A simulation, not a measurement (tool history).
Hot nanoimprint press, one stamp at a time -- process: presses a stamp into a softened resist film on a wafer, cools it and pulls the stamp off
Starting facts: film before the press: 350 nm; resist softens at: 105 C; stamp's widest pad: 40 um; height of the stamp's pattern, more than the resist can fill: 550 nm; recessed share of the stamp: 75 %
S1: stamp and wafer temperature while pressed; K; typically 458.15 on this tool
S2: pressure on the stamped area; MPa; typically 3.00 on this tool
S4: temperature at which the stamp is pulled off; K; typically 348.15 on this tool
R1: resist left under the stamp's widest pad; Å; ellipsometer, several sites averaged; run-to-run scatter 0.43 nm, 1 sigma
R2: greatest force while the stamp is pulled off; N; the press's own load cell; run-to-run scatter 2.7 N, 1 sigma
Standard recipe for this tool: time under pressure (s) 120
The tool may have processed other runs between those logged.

{"run": 1, "hour": 0.0, "S1": 458.15, "S2": 3.0, "time under pressure (s)": 120, "S4": 348.15, "R1": 1343, "R2": 222}
{"run": 2, "hour": 9.5, "S1": 458.15, "S2": 3.0, "time under pressure (s)": 120, "S4": 348.15, "R1": 1333, "R2": 221}
{"run": 3, "hour": 27.0, "S1": 458.15, "S2": 3.0, "time under pressure (s)": 120, "S4": 348.15, "R1": 1347, "R2": 226}
{"run": 4, "hour": 42.7, "S1": 458.15, "S2": 3.0, "time under pressure (s)": 120, "S4": 348.15, "R1": 1338, "R2": 229}
{"run": 5, "hour": 58.6, "S1": 458.15, "S2": 3.0, "time under pressure (s)": 120, "S4": 348.15, "R1": 1338, "R2": 228}
{"run": 6, "hour": 75.1, "S1": 458.15, "S2": 3.0, "time under pressure (s)": 99, "S4": 348.15, "R1": 1457, "R2": 235}
{"run": 7, "hour": 89.0, "S1": 458.15, "S2": 3.0, "time under pressure (s)": 120, "S4": 348.15, "R1": 1344, "R2": 233}
{"run": 8, "hour": 104.4, "S1": 458.15, "S2": 3.0, "time under pressure (s)": 120, "S4": 348.15, "R1": 1345, "R2": 235}

Estimate the outcome of run 9 from the log above:
{"run": 9, "hour": 112.6, "S1": 464.15, "S2": 2.91, "time under pressure (s)": 73, "S4": 339.15, "R1": "?", "R2": "?"}

Run 9 yielded R1 1364 Å, R2 302 N.
Had the tool carried no hidden state, the very same run would have given R1 1420 Å, R2 287 N.
